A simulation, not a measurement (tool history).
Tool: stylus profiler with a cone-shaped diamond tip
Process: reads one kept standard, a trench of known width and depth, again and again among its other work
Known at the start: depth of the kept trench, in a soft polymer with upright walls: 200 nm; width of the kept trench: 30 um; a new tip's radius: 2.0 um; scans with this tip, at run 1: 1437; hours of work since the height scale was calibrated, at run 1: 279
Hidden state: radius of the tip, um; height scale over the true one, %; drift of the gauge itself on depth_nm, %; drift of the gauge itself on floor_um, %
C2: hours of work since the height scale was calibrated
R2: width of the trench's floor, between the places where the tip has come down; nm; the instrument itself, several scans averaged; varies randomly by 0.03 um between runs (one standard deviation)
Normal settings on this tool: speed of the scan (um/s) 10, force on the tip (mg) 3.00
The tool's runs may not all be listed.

{"run": 1, "day": 0.0, "speed of the scan (um/s)": 10, "force on the tip (mg)": 3.0, "scans with this tip": 1437, "C2": 279, "depth of the trench (nm)": 203.16, "R2": 28250}
{"run": 2, "day": 2.662, "speed of the scan (um/s)": 2, "force on the tip (mg)": 3.0, "scans with this tip": 1613, "C2": 314, "depth of the trench (nm)": 203.13, "R2": 28270}
{"run": 3, "day": 5.375, "speed of the scan (um/s)": 2, "force on the tip (mg)": 3.0, "scans with this tip": 1793, "C2": 348, "depth of the trench (nm)": 203.23, "R2": 28240}
{"run": 4, "day": 7.379, "speed of the scan (um/s)": 4, "force on the tip (mg)": 3.0, "scans with this tip": 1925, "C2": 374, "depth of the trench (nm)": 203.17, "R2": 28200}
{"run": 5, "day": 9.767, "speed of the scan (um/s)": 10, "force on the tip (mg)": 6.73, "scans with this tip": 2084, "C2": 405, "depth of the trench (nm)": 205.45, "R2": 28200}
{"run": 6, "day": 11.221, "speed of the scan (um/s)": 12, "force on the tip (mg)": 3.0, "scans with this tip": 2180, "C2": 424, "depth of the trench (nm)": 203.09, "R2": 28200}
{"run": 7, "day": 13.95, "speed of the scan (um/s)": 10, "force on the tip (mg)": 2.19, "scans with this tip": 2361, "C2": 459, "depth of the trench (nm)": 202.55, "R2": 28160}
{"run": 8, "day": 16.217, "speed of the scan (um/s)": 5, "force on the tip (mg)": 3.0, "scans with this tip": 2511, "C2": 488, "depth of the trench (nm)": 203.21, "R2": 28190}
{"run": 9, "day": 18.817, "speed of the scan (um/s)": 5, "force on the tip (mg)": 3.0, "scans with this tip": 2683, "C2": 522, "depth of the trench (nm)": 203.15, "R2": 28220}
{"run": 10, "day": 20.304, "speed of the scan (um/s)": 23, "force on the tip (mg)": 3.0, "scans with this tip": 2782, "C2": 541, "depth of the trench (nm)": 203.09, "R2": 28130}
{"run": 11, "day": 22.321, "speed of the scan (um/s)": 23, "force on the tip (mg)": 3.0, "scans with this tip": 2916, "C2": 567, "depth of the trench (nm)": 203.16, "R2": 28090}
{"run": 12, "day": 24.604, "speed of the scan (um/s)": 23, "force on the tip (mg)": 3.0, "scans with this tip": 3067, "C2": 596, "depth of the trench (nm)": 203.08, "R2": 28080}
{"run": 13, "day": 27.258, "speed of the scan (um/s)": 19, "force on the tip (mg)": 3.81, "scans with this tip": 3243, "C2": 630, "depth of the trench (nm)": 203.78, "R2": 28130}
{"run": 14, "day": 29.708, "speed of the scan (um/s)": 10, "force on the tip (mg)": 3.47, "scans with this tip": 3405, "C2": 662, "depth of the trench (nm)": 203.59, "R2": 28230}
{"run": 15, "day": 31.546, "speed of the scan (um/s)": 10, "force on the tip (mg)": 3.47, "scans with this tip": 3527, "C2": 686, "depth of the trench (nm)": 203.43, "R2": 28140}
{"run": 16, "day": 33.533, "speed of the scan (um/s)": 14, "force on the tip (mg)": 3.0, "scans with this tip": 3658, "C2": 711, "depth of the trench (nm)": 202.89, "R2": 28230}
{"run": 17, "day": 35.458, "speed of the scan (um/s)": 23, "force on the tip (mg)": 1.17, "scans with this tip": 3786, "C2": 736, "depth of the trench (nm)": 201.74, "R2": 28090}
{"run": 18, "day": 37.979, "speed of the scan (um/s)": 23, "force on the tip (mg)": 1.17, "scans with this tip": 3953, "C2": 768, "depth of the trench (nm)": 201.64, "R2": 28010}
{"run": 19, "day": 39.488, "speed of the scan (um/s)": 23, "force on the tip (mg)": 2.75, "scans with this tip": 4053, "C2": 788, "depth of the trench (nm)": 202.94, "R2": 28120}

Alternative continuations, all from the tool just after run 19; predict every row:
{"run": "A", "day": 41.054, "speed of the scan (um/s)": 6, "force on the tip (mg)": 3.6, "scans with this tip": 4157, "C2": 808, "depth of the trench (nm)": "?", "R2": "?"}
{"run": "B", "day": 41.054, "speed of the scan (um/s)": 23, "force on the tip (mg)": 1.39, "scans with this tip": 4157, "C2": 808, "depth of the trench (nm)": "?", "R2": "?"}
{"run": "C", "day": 41.054, "speed of the scan (um/s)": 23, "force on the tip (mg)": 2.67, "scans with this tip": 4157, "C2": 808, "depth of the trench (nm)": "?", "R2": "?"}
{"run": "D", "day": 41.054, "speed of the scan (um/s)": 4, "force on the tip (mg)": 2.01, "scans with this tip": 4157, "C2": 808, "depth of the trench (nm)": "?", "R2": "?"}

run=A depth_of_the_trench_(nm)=203.56 R2=28260
run=B depth_of_the_trench_(nm)=201.94 R2=28070
run=C depth_of_the_trench_(nm)=202.94 R2=28060
run=D depth_of_the_trench_(nm)=202.44 R2=28250
Had the tool no hidden state, the same runs would have come out as:
run=A depth_of_the_trench_(nm)=203.56 R2=28270
run=B depth_of_the_trench_(nm)=201.94 R2=28080
run=C depth_of_the_trench_(nm)=202.95 R2=28060
run=D depth_of_the_trench_(nm)=202.44 R2=28260

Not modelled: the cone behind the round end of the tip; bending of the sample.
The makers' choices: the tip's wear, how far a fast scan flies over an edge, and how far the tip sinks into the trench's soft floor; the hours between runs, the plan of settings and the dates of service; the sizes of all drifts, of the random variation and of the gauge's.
